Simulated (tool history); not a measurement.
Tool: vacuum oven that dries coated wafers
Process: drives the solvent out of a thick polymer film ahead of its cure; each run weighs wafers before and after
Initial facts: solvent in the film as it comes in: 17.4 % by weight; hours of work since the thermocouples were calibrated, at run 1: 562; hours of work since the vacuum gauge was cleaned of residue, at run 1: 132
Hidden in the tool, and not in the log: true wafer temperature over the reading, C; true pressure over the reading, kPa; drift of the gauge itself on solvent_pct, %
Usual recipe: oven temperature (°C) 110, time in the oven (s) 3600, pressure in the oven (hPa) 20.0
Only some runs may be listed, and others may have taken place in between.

run   hour  oven temperature (°C)  time in the oven (s)  pressure in the oven (hPa)  hours of work since the thermocouples were calibrated  hours of work since the vacuum gauge was cleaned of residue  solvent left in the film (%)
  1    0.0                    110                  3600                        20.0                                                    562                                                          132                          1.92
  2    8.0                    110                  3600                        20.0                                                    566                                                          137                          1.86
  3   25.7                    110                  3600                        20.0                                                    577                                                          147                          1.88
  4   36.8                    110                  3600                        20.0                                                    584                                                          154                          1.96
  5   52.3                    110                  3600                        20.0                                                    593                                                          163                          1.91
  6   63.6                    110                  3600                        20.0                                                    599                                                          170                          1.91
  7   73.7                    101                  3600                        68.9                                                    605                                                          176                          6.61
  8   90.5                    101                  3600                        68.9                                                    615                                                          186                          6.66
  9  105.1                     95                  4200                        20.0                                                    624                                                          194                          5.76
 10  119.6                    109                  3960                        75.1                                                    633                                                          203                          4.29
 11  130.8                    107                  3960                        51.8                                                    639                                                          210                          3.54
 12  148.7                    107                  3960                        51.8                                                    650                                                          220                          3.74

3 ways to go on from here, each from the tool as it stands after run 12. What would each give?
  A  159.9                    107                  3960                        10.4                                                    657                                                          227                             ?
  B  159.9                    113                  3600                        14.3                                                    657                                                          227                             ?
  C  159.9                    110                  2460                        16.3                                                    657                                                          227                             ?

run  solvent left in the film (%)
  A                          1.82
  B                          1.18
  C                          3.12
Stripped of hidden state, with their random variation kept, the same runs would have yielded:
run  solvent left in the film (%)
  A                          1.47
  B                          0.96
  C                          2.67
